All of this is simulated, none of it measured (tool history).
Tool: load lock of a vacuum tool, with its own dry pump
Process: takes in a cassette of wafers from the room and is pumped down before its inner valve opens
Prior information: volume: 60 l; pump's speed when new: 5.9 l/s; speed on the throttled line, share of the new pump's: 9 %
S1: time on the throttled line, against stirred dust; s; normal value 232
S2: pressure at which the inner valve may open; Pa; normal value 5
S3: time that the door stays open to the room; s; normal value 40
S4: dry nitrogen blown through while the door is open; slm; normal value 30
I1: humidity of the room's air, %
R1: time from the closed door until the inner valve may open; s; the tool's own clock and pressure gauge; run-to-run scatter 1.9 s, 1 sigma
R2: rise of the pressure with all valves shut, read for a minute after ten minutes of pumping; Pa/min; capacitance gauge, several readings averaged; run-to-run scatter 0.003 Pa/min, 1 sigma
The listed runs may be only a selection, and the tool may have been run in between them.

run	hour	S1	S2	S3	S4	I1	R1	R2
1	0.0	232	5	40	30	44.7	316.5	0.117
2	285.6	232	5	40	30	48.6	317.2	0.122
3	487.0	232	5	40	30	43.3	312.2	0.121
4	794.2	413	5	40	30	44.3	477.1	0.125
5	952.9	232	5	40	30	46.3	315.2	0.125
6	1128.5	232	5	40	30	45.8	314.9	0.126
7	1400.1	232	5	40	30	43.0	315.9	0.136
8	1583.3	232	4	40	30	46.1	318.5	0.136
9	1729.5	232	10	27	8	45.4	310.9	0.147
10	2045.3	161	4	55	6	48.4	257.5	0.158
11	2271.8	161	6	55	19	45.0	251.9	0.145
12	2473.3	180	6	55	19	44.6	267.4	0.146
13	2812.6	128	5	42	30	42.2	224.9	0.149
14	2989.3	232	5	161	6	42.4	315.1	0.180

Predict each of these 4 candidate next runs independently; none follows another, all start after run 14:
A	3335.7	232	5	61	6	47.7	?	?
B	3335.7	121	5	69	6	44.0	?	?
C	3335.7	232	5	37	5	47.6	?	?
D	3335.7	232	5	40	30	40.2	?	?

run	R1	R2
A	315.2	0.175
B	219.5	0.181
C	317.2	0.167
D	318.7	0.155
With the hidden condition removed and each run's random variation left untouched, the same runs would have given:
run	R1	R2
A	308.7	0.033
B	212.1	0.039
C	310.7	0.028
D	312.2	0.014
